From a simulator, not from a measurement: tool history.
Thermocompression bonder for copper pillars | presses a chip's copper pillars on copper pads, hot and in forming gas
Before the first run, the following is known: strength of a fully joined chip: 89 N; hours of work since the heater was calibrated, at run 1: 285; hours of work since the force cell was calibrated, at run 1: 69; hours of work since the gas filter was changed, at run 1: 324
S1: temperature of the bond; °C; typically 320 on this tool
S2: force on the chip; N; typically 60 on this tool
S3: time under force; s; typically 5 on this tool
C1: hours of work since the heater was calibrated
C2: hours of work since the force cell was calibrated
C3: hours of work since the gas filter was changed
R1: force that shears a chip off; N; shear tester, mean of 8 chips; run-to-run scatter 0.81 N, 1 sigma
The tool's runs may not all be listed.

run	hour	S1	S2	S3	C1	C2	C3	R1
1	0	320	60	5	285	69	324	56.5
2	8.7	322	60	5	290	74	329	58.2
3	14.2	322	60	5	294	78	332	57.4
4	22.6	322	60	5	299	83	337	58
# hour 30.2: forming gas filter changed
5	31.7	322	60	5	304	88	1	63.9
6	36.4	320	60	5	307	91	4	64.9
7	43.5	320	60	5	311	95	8	63.9
# hour 45.7: force cell calibrated
8	52	320	60	5	315	4	12	62.6
9	60	320	45	11	320	9	17	62
10	69.4	305	61	11	325	14	23	68.4
11	74.9	327	55	11	329	17	26	73
12	79.6	304	55	3	332	20	29	42.3
# hour 81.8: force cell calibrated, once more
13	89.5	319	38	5	337	5	34	42
14	95.7	296	43	10	340	8	37	49.6
15	100.2	292	63	6	343	11	40	55

Consider 4 possible next runs. They are alternatives, not a sequence: every one starts from the tool as it was left by run 15. What does each give?
A	104.4	324	46	5	346	14	43	?
B	104.4	301	50	6	346	14	43	?
C	104.4	304	38	3	346	14	43	?
D	104.4	291	63	6	346	14	43	?

run	R1
A	53
B	47.9
C	30.7
D	55.3
Without the tool's hidden state the same runs would have given:
run	R1
A	54.7
B	49.6
C	31.9
D	57.2
